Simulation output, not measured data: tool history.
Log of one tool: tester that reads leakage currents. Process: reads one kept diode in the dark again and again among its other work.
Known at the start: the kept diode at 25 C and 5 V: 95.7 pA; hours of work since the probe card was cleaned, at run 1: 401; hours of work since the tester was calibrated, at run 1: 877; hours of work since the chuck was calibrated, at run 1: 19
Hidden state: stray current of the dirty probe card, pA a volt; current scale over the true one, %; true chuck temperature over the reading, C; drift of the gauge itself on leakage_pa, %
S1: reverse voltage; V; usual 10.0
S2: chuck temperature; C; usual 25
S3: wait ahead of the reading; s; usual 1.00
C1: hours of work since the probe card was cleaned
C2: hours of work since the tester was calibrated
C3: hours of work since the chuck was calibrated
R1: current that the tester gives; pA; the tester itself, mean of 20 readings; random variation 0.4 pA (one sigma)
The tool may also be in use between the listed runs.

run	hour	S1	S2	S3	C1	C2	C3	R1
1	0.0	10.0	25	1.00	401	877	19	136.54
2	29.3	14.5	25	1.00	414	890	32	163.40
3	79.4	10.0	25	8.80	438	914	56	136.52
4	127.3	10.0	25	8.80	460	936	78	137.17
5	158.0	2.0	25	8.80	474	950	92	65.08
6	201.7	2.0	25	8.80	495	971	113	65.52
7	229.9	8.3	25	1.00	508	984	126	128.95
8	268.8	13.3	25	1.00	526	1002	144	161.47
9	308.9	13.3	25	1.00	545	1021	163	161.30
10	358.5	3.4	25	1.00	568	1044	186	85.30
11	385.7	3.4	25	1.00	580	1056	198	85.71
12	418.2	6.1	25	1.00	596	1072	214	112.94
13	468.8	12.5	25	1.00	619	1095	237	159.24
14	514.1	12.5	25	1.00	640	1116	258	160.06
15	542.6	12.5	25	1.68	654	1130	272	161.00
16	596.7	11.3	25	1.00	679	1155	297	154.20
17	657.9	10.0	25	1.00	707	1183	325	145.72
18	700.2	10.0	25	1.00	727	1203	345	147.09
19	746.7	10.0	42	1.00	749	1225	367	616.73
# hour 753.1: chuck's temperature calibrated
20	779.8	13.2	51	0.32	763	1239	12	1501.09
21	821.7	8.3	25	1.00	783	1259	32	143.18
22	857.2	8.3	25	1.00	799	1275	49	143.59
23	905.9	12.3	23	0.63	822	1298	71	147.84
# hour 945.0: chuck's temperature calibrated, once more
24	964.3	10.0	25	0.74	848	1324	9	138.39
25	999.9	10.0	25	0.74	865	1341	26	138.37
26	1052.2	10.0	25	0.74	889	1365	50	139.75
27	1097.1	2.1	50	0.75	910	1386	71	536.05
28	1134.6	2.1	50	0.75	928	1404	88	535.92
29	1170.0	19.1	46	0.89	944	1420	105	1088.45
30	1203.5	15.1	25	4.05	960	1436	121	169.97
31	1245.3	4.7	58	9.52	979	1455	140	1428.79
32	1289.5	11.6	58	8.04	1000	1476	161	2183.92
33	1351.0	13.1	58	9.70	1028	1505	189	2308.45
34	1393.3	7.7	25	1.00	1048	1524	209	126.55
35	1440.7	7.7	25	1.00	1070	1546	231	127.65
36	1503.4	7.7	20	0.44	1100	1576	260	83.77
37	1561.7	7.7	20	0.44	1127	1603	288	84.41
38	1610.3	1.2	53	0.76	1149	1625	310	541.20

3 ways to go on from here, each from the tool as it stands after run 38. What would each give?
A	1652.9	7.8	25	1.00	1169	1645	330	?
B	1652.9	15.7	30	1.23	1169	1645	330	?
C	1652.9	7.3	22	0.80	1169	1645	330	?

run	R1
A	130.97
B	281.50
C	98.14
Without the tool's hidden state the same runs would have given:
run	R1
A	118.94
B	256.74
C	88.20
